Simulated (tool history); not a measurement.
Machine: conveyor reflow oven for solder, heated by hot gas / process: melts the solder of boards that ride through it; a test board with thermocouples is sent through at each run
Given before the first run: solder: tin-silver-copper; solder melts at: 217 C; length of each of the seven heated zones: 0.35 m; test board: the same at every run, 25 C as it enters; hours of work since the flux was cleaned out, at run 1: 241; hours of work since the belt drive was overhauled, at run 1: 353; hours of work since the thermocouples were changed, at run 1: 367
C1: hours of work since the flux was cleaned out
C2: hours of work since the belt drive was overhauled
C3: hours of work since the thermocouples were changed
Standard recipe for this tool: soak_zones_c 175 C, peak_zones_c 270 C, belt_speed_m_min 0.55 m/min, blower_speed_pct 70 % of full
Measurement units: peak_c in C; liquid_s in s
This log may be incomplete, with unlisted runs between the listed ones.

{"run": 1, "hour": 0.0, "soak_zones_c": 175, "peak_zones_c": 270, "belt_speed_m_min": 0.55, "blower_speed_pct": 70, "C1": 241, "C2": 353, "C3": 367, "peak_c": 249.7, "liquid_s": 55}
{"run": 2, "hour": 12.0, "soak_zones_c": 175, "peak_zones_c": 270, "belt_speed_m_min": 0.55, "blower_speed_pct": 70, "C1": 249, "C2": 362, "C3": 375, "peak_c": 249.6, "liquid_s": 55}
{"run": 3, "hour": 21.2, "soak_zones_c": 175, "peak_zones_c": 270, "belt_speed_m_min": 0.55, "blower_speed_pct": 70, "C1": 255, "C2": 368, "C3": 381, "peak_c": 249.3, "liquid_s": 54.6}
{"run": 4, "hour": 28.4, "soak_zones_c": 175, "peak_zones_c": 270, "belt_speed_m_min": 0.55, "blower_speed_pct": 70, "C1": 260, "C2": 373, "C3": 386, "peak_c": 249.3, "liquid_s": 54.7}
{"run": 5, "hour": 38.0, "soak_zones_c": 175, "peak_zones_c": 270, "belt_speed_m_min": 0.55, "blower_speed_pct": 70, "C1": 267, "C2": 380, "C3": 393, "peak_c": 249.4, "liquid_s": 54.8}
{"run": 6, "hour": 46.6, "soak_zones_c": 175, "peak_zones_c": 270, "belt_speed_m_min": 0.55, "blower_speed_pct": 70, "C1": 273, "C2": 386, "C3": 399, "peak_c": 249.7, "liquid_s": 54.8}
{"run": 7, "hour": 60.1, "soak_zones_c": 175, "peak_zones_c": 270, "belt_speed_m_min": 0.55, "blower_speed_pct": 70, "C1": 282, "C2": 395, "C3": 408, "peak_c": 249.3, "liquid_s": 54.7}
{"run": 8, "hour": 67.4, "soak_zones_c": 175, "peak_zones_c": 270, "belt_speed_m_min": 0.55, "blower_speed_pct": 70, "C1": 287, "C2": 400, "C3": 413, "peak_c": 249.2, "liquid_s": 54.6}
{"run": 9, "hour": 78.0, "soak_zones_c": 175, "peak_zones_c": 270, "belt_speed_m_min": 0.55, "blower_speed_pct": 70, "C1": 294, "C2": 407, "C3": 420, "peak_c": 249.1, "liquid_s": 54.8}
{"run": 10, "hour": 87.2, "soak_zones_c": 175, "peak_zones_c": 270, "belt_speed_m_min": 0.557, "blower_speed_pct": 70, "C1": 301, "C2": 413, "C3": 427, "peak_c": 248.7, "liquid_s": 53.6}
{"run": 11, "hour": 102.9, "soak_zones_c": 175, "peak_zones_c": 270, "belt_speed_m_min": 0.557, "blower_speed_pct": 70, "C1": 312, "C2": 424, "C3": 437, "peak_c": 248.7, "liquid_s": 53.2}
{"run": 12, "hour": 113.1, "soak_zones_c": 185, "peak_zones_c": 270, "belt_speed_m_min": 0.55, "blower_speed_pct": 70, "C1": 319, "C2": 431, "C3": 445, "peak_c": 251, "liquid_s": 60.4}
{"run": 13, "hour": 129.0, "soak_zones_c": 162, "peak_zones_c": 270, "belt_speed_m_min": 0.55, "blower_speed_pct": 70, "C1": 330, "C2": 442, "C3": 455, "peak_c": 246.4, "liquid_s": 47.7}
{"run": 14, "hour": 144.0, "soak_zones_c": 162, "peak_zones_c": 270, "belt_speed_m_min": 0.55, "blower_speed_pct": 70, "C1": 340, "C2": 453, "C3": 466, "peak_c": 246.2, "liquid_s": 47.6}
{"run": 15, "hour": 161.3, "soak_zones_c": 162, "peak_zones_c": 270, "belt_speed_m_min": 0.55, "blower_speed_pct": 76, "C1": 352, "C2": 464, "C3": 478, "peak_c": 248.2, "liquid_s": 49.6}
{"run": 16, "hour": 175.1, "soak_zones_c": 162, "peak_zones_c": 270, "belt_speed_m_min": 0.55, "blower_speed_pct": 76, "C1": 361, "C2": 474, "C3": 487, "peak_c": 247.7, "liquid_s": 49.5}
{"run": 17, "hour": 182.7, "soak_zones_c": 162, "peak_zones_c": 270, "belt_speed_m_min": 0.55, "blower_speed_pct": 76, "C1": 367, "C2": 479, "C3": 492, "peak_c": 247.7, "liquid_s": 49.3}
{"run": 18, "hour": 196.8, "soak_zones_c": 175, "peak_zones_c": 265, "belt_speed_m_min": 0.55, "blower_speed_pct": 70, "C1": 376, "C2": 489, "C3": 502, "peak_c": 244.4, "liquid_s": 50.6}
{"run": 19, "hour": 204.6, "soak_zones_c": 174, "peak_zones_c": 270, "belt_speed_m_min": 0.553, "blower_speed_pct": 79, "C1": 382, "C2": 494, "C3": 507, "peak_c": 250.8, "liquid_s": 55.7}
{"run": 20, "hour": 220.3, "soak_zones_c": 175, "peak_zones_c": 260, "belt_speed_m_min": 0.55, "blower_speed_pct": 72, "C1": 392, "C2": 505, "C3": 518, "peak_c": 240.4, "liquid_s": 47.3}
{"run": 21, "hour": 234.6, "soak_zones_c": 175, "peak_zones_c": 284, "belt_speed_m_min": 0.55, "blower_speed_pct": 53, "C1": 402, "C2": 515, "C3": 528, "peak_c": 253.4, "liquid_s": 56.4}
{"run": 22, "hour": 249.7, "soak_zones_c": 175, "peak_zones_c": 278, "belt_speed_m_min": 0.473, "blower_speed_pct": 72, "C1": 413, "C2": 525, "C3": 538, "peak_c": 260.7, "liquid_s": 74.1}
{"run": 23, "hour": 260.8, "soak_zones_c": 190, "peak_zones_c": 271, "belt_speed_m_min": 0.652, "blower_speed_pct": 75, "C1": 420, "C2": 533, "C3": 546, "peak_c": 247.7, "liquid_s": 49.4}
{"hour": 268.4, "done": "flux residue cleaned out of gas plates and filters"}
{"run": 24, "hour": 272.9, "soak_zones_c": 176, "peak_zones_c": 275, "belt_speed_m_min": 0.481, "blower_speed_pct": 87, "C1": 3, "C2": 538, "C3": 551, "peak_c": 262.1, "liquid_s": 75.5}
{"run": 25, "hour": 286.3, "soak_zones_c": 176, "peak_zones_c": 275, "belt_speed_m_min": 0.481, "blower_speed_pct": 87, "C1": 12, "C2": 547, "C3": 560, "peak_c": 262.7, "liquid_s": 75.4}
{"run": 26, "hour": 297.4, "soak_zones_c": 181, "peak_zones_c": 275, "belt_speed_m_min": 0.481, "blower_speed_pct": 87, "C1": 20, "C2": 555, "C3": 568, "peak_c": 263.1, "liquid_s": 77.6}
{"run": 27, "hour": 305.0, "soak_zones_c": 178, "peak_zones_c": 280, "belt_speed_m_min": 0.627, "blower_speed_pct": 54, "C1": 25, "C2": 560, "C3": 573, "peak_c": 247.2, "liquid_s": 45.4}
{"run": 28, "hour": 321.0, "soak_zones_c": 178, "peak_zones_c": 280, "belt_speed_m_min": 0.627, "blower_speed_pct": 54, "C1": 36, "C2": 571, "C3": 584, "peak_c": 247.1, "liquid_s": 45.1}
{"run": 29, "hour": 338.4, "soak_zones_c": 178, "peak_zones_c": 280, "belt_speed_m_min": 0.627, "blower_speed_pct": 54, "C1": 48, "C2": 583, "C3": 596, "peak_c": 247, "liquid_s": 44.9}
{"run": 30, "hour": 346.0, "soak_zones_c": 168, "peak_zones_c": 278, "belt_speed_m_min": 0.643, "blower_speed_pct": 69, "C1": 53, "C2": 588, "C3": 601, "peak_c": 248.7, "liquid_s": 43.3}
{"run": 31, "hour": 357.2, "soak_zones_c": 168, "peak_zones_c": 278, "belt_speed_m_min": 0.643, "blower_speed_pct": 69, "C1": 61, "C2": 596, "C3": 609, "peak_c": 248.8, "liquid_s": 43.1}

Branching from run 31: 4 alternative next runs. What would each branch give?
{"run": "A", "hour": 366.6, "soak_zones_c": 168, "peak_zones_c": 272, "belt_speed_m_min": 0.627, "blower_speed_pct": 73, "C1": 68, "C2": 602, "C3": 615, "peak_c": "?", "liquid_s": "?"}
{"run": "B", "hour": 366.6, "soak_zones_c": 168, "peak_zones_c": 282, "belt_speed_m_min": 0.643, "blower_speed_pct": 66, "C1": 68, "C2": 602, "C3": 615, "peak_c": "?", "liquid_s": "?"}
{"run": "C", "hour": 366.6, "soak_zones_c": 175, "peak_zones_c": 267, "belt_speed_m_min": 0.55, "blower_speed_pct": 70, "C1": 68, "C2": 602, "C3": 615, "peak_c": "?", "liquid_s": "?"}
{"run": "D", "hour": 366.6, "soak_zones_c": 168, "peak_zones_c": 259, "belt_speed_m_min": 0.643, "blower_speed_pct": 76, "C1": 68, "C2": 602, "C3": 615, "peak_c": "?", "liquid_s": "?"}

run=A peak_c=246.2 liquid_s=42.9
run=B peak_c=250.7 liquid_s=44.3
run=C peak_c=247.4 liquid_s=53.7
run=D peak_c=236 liquid_s=32.5
Without the tool's unlogged condition, the same runs would have read:
run=A peak_c=248 liquid_s=43.6
run=B peak_c=252.4 liquid_s=44.8
run=C peak_c=249.2 liquid_s=54.4
run=D peak_c=237.8 liquid_s=33.9
